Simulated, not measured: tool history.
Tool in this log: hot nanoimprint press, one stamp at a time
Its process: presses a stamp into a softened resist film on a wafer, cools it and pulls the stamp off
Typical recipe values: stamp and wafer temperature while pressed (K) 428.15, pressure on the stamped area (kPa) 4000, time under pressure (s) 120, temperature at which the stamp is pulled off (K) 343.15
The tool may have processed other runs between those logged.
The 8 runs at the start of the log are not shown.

run	hour	stamp and wafer temperature while pressed (K)	pressure on the stamped area (kPa)	time under pressure (s)	temperature at which the stamp is pulled off (K)	hours of work since the thermocouple was calibrated	imprints on the stamp's release coat	hours of work since the press's seals were changed	resist left under the stamp's widest pad (angstrom)	greatest force while the stamp is pulled off (N)
9	51.2	428.15	3260	120	343.15	51	1050	230	3314	129
10	57	428.15	3260	120	338.15	54	1072	233	3315	136
11	64.2	428.15	4000	120	343.15	58	1098	237	3000	131
12	72.5	428.15	4000	120	343.15	63	1129	242	2995	135
13	79.8	428.15	4000	134	343.15	67	1156	246	2880	125
14	89.6	428.15	4000	174	343.15	72	1193	251	2592	129
15	97.4	428.15	4000	120	344.15	77	1222	256	2969	125
16	103.8	430.15	4000	65	343.15	80	1245	259	3323	129
17	114.1	430.15	4000	170	343.15	86	1284	265	2321	129
18	123.1	423.15	4000	148	338.15	91	1317	270	3714	143

Forecast run 19:
19	129.8	428.15	4000	166	339.15	95	1342	274	?	?

resist left under the stamp's widest pad (angstrom): 2641
greatest force while the stamp is pulled off (N): 137
Had the tool carried no hidden state, the very same run would have given resist left under the stamp's widest pad (angstrom) 2672, greatest force while the stamp is pulled off (N) 135.

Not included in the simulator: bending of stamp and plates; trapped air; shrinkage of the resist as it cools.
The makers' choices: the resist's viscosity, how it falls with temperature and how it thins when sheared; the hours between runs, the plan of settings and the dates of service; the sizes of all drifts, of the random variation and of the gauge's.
